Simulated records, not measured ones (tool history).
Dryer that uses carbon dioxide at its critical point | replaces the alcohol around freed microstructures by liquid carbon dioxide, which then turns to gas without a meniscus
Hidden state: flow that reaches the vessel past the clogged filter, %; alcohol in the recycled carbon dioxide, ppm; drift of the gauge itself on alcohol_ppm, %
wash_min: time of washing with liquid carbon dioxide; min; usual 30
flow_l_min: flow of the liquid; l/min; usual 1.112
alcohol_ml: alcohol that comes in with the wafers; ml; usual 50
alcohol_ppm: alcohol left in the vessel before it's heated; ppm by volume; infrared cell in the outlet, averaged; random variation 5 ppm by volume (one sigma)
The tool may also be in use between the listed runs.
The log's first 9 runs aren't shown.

run   hour  wash_min  flow_l_min  alcohol_ml  hours of work since the filter was changed  hours of work since the purifier's bed was changed  alcohol_ppm
 10     86        24        1.41          50                                          82                                                 330          121
 11   98.2        19       1.112          50                                          90                                                 338          234
 12  110.8        30       1.112          50                                          98                                                 346          134
 13  125.7        30       1.112          50                                         108                                                 356          145
 14  138.8        30       1.112          50                                         117                                                 365          136
 15  154.5        30       1.112          50                                         127                                                 376          150
 16  163.4        30       1.112          50                                         133                                                 382          146
 17  176.3        30       1.112          50                                         142                                                 390          158
 18  183.4        34        0.96          20                                         147                                                 395          152
 19    197        34        0.96         113                                         156                                                 404          182
 20  209.5        34        0.96         113                                         164                                                 412          175
 21  220.8        30       1.112          87                                         172                                                 420          166
 22  235.6        30       1.112          87                                         182                                                 430          177
 23  245.9        43         1.8          35                                         188                                                 437          157
 24  260.3        43         1.8          35                                         198                                                 446          154
 25  276.6        32       1.112          50                                         209                                                 457          167
 26  286.4        30        0.94          23                                         216                                                 464          182
 27  297.3        21        1.45          23                                         223                                                 471          172
 28  308.9        22           1          62                                         231                                                 479          354
 29  317.9        25         0.7          22                                         237                                                 485          334
 30  332.9        19         0.7         113                                         247                                                 495         2141
 31  346.5        19         0.7         113                                         256                                                 504         2185
 32  355.3        27        1.74          50                                         262                                                 510          185
     371.1  -- inlet filter changed
 33  372.1        23       1.112          34                                           1                                                 521          203

Forecast each of these 5 alternatives for the next run:
  A  378.9        23         1.3         113                                           5                                                 525            ?
  B  378.9        30       1.112          40                                           5                                                 525            ?
  C  378.9        23       1.112         112                                           5                                                 525            ?
  D  378.9        28           1          39                                           5                                                 525            ?
  E  378.9        23        0.94          34                                           5                                                 525            ?

run  alcohol_ppm
  A          210
  B          197
  C          273
  D          204
  E          243
Without the tool's hidden state the same runs would have given:
run  alcohol_ppm
  A           30
  B           13
  C           89
  D           19
  E           57
